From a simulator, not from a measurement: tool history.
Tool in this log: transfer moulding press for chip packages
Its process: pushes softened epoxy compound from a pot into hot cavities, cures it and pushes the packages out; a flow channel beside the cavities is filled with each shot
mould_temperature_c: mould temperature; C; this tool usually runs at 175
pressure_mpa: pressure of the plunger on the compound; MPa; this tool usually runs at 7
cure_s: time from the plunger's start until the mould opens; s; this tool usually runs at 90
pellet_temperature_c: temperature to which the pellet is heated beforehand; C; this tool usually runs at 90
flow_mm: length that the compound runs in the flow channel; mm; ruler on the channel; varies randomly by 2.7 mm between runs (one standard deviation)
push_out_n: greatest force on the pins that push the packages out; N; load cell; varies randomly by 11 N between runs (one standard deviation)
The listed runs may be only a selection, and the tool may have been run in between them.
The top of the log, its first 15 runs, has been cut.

run    day  mould_temperature_c  pressure_mpa  cure_s  pellet_temperature_c  hours of work since the mould's thermocouples were calibrated  shots since the plunger's rings were changed  shots since the cavities were cleaned  incoming compound's hours out of the cold store  flow_mm  push_out_n
 16  4.862                  175          6.12     112                    90                                                            211                                           421                                    478                                             42.7      683         871
 17  5.238                  175          6.12     112                    90                                                            217                                           543                                    600                                             12.1      759         946
 18  5.538                  178          6.12     102                    97                                                            222                                           642                                    699                                             44.3      664         949
     5.867  -- cavities cleaned with cleaning compound and waxed
 19  6.012                  175          6.12      90                    88                                                            229                                           777                                     49                                             19.9      734         608
 20  6.204                  175          6.12      80                    88                                                            232                                           838                                    110                                             34.6      698         794
 21  6.454                  176          5.71     104                    91                                                            236                                           921                                    193                                             24.3      696         716
 22  6.671                  175          5.87      90                    90                                                            240                                           991                                    263                                             45.6      657         838
 23  7.054                  175          5.87      90                    90                                                            246                                          1117                                    389                                             22.2      707         951
 24   7.45                  175          8.39      72                    93                                                            253                                          1246                                    518                                             34.1      814        1403
 25   7.75                  178           6.5      92                    86                                                            258                                          1343                                    615                                             29.1      715         946
 26  7.996                  178           6.5      92                    86                                                            262                                          1423                                    695                                             19.1      745         963
 27  8.208                  178           6.5     113                    85                                                            265                                          1493                                    765                                             16.6      750         968
     8.342  -- cavities cleaned with cleaning compound and waxed
 28  8.542                  178          5.39     113                    85                                                            270                                          1582                                     66                                             31.2      648         547
 29   8.75                  181          8.65     113                    82                                                            273                                          1650                                    134                                             29.1      822         636
 30  9.042                  181             7      90                    90                                                            278                                          1745                                    229                                             36.2      716         722

Here are 3 independent what-if runs from the current tool condition. What would each one return?
  A  9.338                  175             7     113                    83                                                            283                                          1841                                    325                                             36.2        ?           ?
  B  9.338                  175          8.24      90                    85                                                            283                                          1841                                    325                                               26        ?           ?
  C  9.338                  175          5.99      90                    90                                                            283                                          1841                                    325                                             37.6        ?           ?

run  flow_mm  push_out_n
  A      735         779
  B      817         898
  C      675         888
With no hidden state in the tool, these same runs would have given:
run  flow_mm  push_out_n
  A      758         426
  B      844         484
  C      696         480

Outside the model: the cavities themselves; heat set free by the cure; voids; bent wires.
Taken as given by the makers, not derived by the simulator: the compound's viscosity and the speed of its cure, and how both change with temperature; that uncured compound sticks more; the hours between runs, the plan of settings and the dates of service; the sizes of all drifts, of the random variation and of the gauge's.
